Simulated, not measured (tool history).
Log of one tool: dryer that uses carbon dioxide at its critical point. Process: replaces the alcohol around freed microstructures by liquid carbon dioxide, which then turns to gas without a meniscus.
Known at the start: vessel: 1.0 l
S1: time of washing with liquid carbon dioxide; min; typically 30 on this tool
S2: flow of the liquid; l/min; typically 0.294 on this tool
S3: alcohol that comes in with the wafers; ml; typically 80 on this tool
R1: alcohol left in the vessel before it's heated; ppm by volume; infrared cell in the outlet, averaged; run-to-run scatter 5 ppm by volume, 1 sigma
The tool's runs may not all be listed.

run	hour	S1	S2	S3	R1
1	0.0	30	0.294	80	76
2	34.1	30	0.294	80	70
3	64.3	30	0.294	80	95
4	84.6	30	0.294	80	87
5	101.4	30	0.294	80	86
6	127.1	30	0.316	80	86
7	155.6	30	0.230	37	137
8	192.9	30	0.294	94	124
9	224.9	30	0.244	46	146
10	244.9	30	0.244	46	157
11	282.2	30	0.244	46	164
12	298.9	30	0.244	46	170

Measured minus without-hidden-state, run by run (identical run-to-run variation in each term; gauge scatter may differ):
The hidden state here: flow that reaches the vessel past the clogged filter, %; alcohol in the recycled carbon dioxide, ppm; drift of the gauge itself on alcohol_ppm, %.
run	R1
1	+50
2	+57
3	+66
4	+70
5	+75
6	+79
7	+95
8	+96
9	+111
10	+115
11	+126
12	+132
